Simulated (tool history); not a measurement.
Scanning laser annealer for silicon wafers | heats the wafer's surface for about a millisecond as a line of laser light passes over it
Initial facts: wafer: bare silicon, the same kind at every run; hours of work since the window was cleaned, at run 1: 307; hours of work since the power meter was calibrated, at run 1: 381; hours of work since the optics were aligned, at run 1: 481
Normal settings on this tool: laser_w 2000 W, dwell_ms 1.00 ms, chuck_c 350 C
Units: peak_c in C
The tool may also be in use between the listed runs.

| run | hour | laser_w | dwell_ms | chuck_c | hours of work since the window was cleaned | hours of work since the power meter was calibrated | hours of work since the optics were aligned | peak_c |
|---|---|---|---|---|---|---|---|---|
| 1 | 0.0 | 2000 | 1.00 | 350 | 307 | 381 | 481 | 1085 |
| 2 | 37.7 | 1880 | 1.00 | 350 | 328 | 401 | 502 | 1038 |
| 3 | 66.5 | 2000 | 1.00 | 350 | 343 | 417 | 517 | 1084 |
| 4 | 102.9 | 2000 | 1.08 | 350 | 363 | 436 | 537 | 1107 |
| 5 | 134.8 | 2000 | 1.08 | 350 | 380 | 454 | 554 | 1105 |
| 6 | 158.8 | 2000 | 1.08 | 350 | 393 | 467 | 567 | 1103 |
| 7 | 190.4 | 2000 | 1.08 | 350 | 410 | 484 | 584 | 1103 |
| 8 | 210.3 | 2029 | 0.90 | 355 | 421 | 494 | 595 | 1057 |
| 9 | 230.9 | 2029 | 0.90 | 355 | 432 | 506 | 606 | 1057 |
| 10 | 272.6 | 1904 | 1.00 | 362 | 455 | 528 | 629 | 1052 |
| 11 | 319.5 | 2057 | 0.98 | 350 | 480 | 553 | 654 | 1088 |
| 12 | 352.8 | 1957 | 0.70 | 328 | 498 | 571 | 672 | 929 |
| 13 | 392.2 | 1822 | 1.00 | 350 | 519 | 593 | 693 | 1004 |

Below are 5 alternative next runs, each starting from the tool's condition after run 13. Predict each:
| A | 411.4 | 1903 | 0.78 | 312 | 530 | 603 | 704 | ? |
| B | 411.4 | 1836 | 1.00 | 350 | 530 | 603 | 704 | ? |
| C | 411.4 | 1822 | 1.00 | 366 | 530 | 603 | 704 | ? |
| D | 411.4 | 2000 | 0.89 | 350 | 530 | 603 | 704 | ? |
| E | 411.4 | 2196 | 1.17 | 334 | 530 | 603 | 704 | ? |

| run | peak_c |
|---|---|
| A | 926 |
| B | 1007 |
| C | 1017 |
| D | 1035 |
| E | 1181 |
The same runs, with their run-to-run variation unchanged, on a tool lacking any hidden condition would have given:
| run | peak_c |
|---|---|
| A | 969 |
| B | 1053 |
| C | 1063 |
| D | 1083 |
| E | 1240 |

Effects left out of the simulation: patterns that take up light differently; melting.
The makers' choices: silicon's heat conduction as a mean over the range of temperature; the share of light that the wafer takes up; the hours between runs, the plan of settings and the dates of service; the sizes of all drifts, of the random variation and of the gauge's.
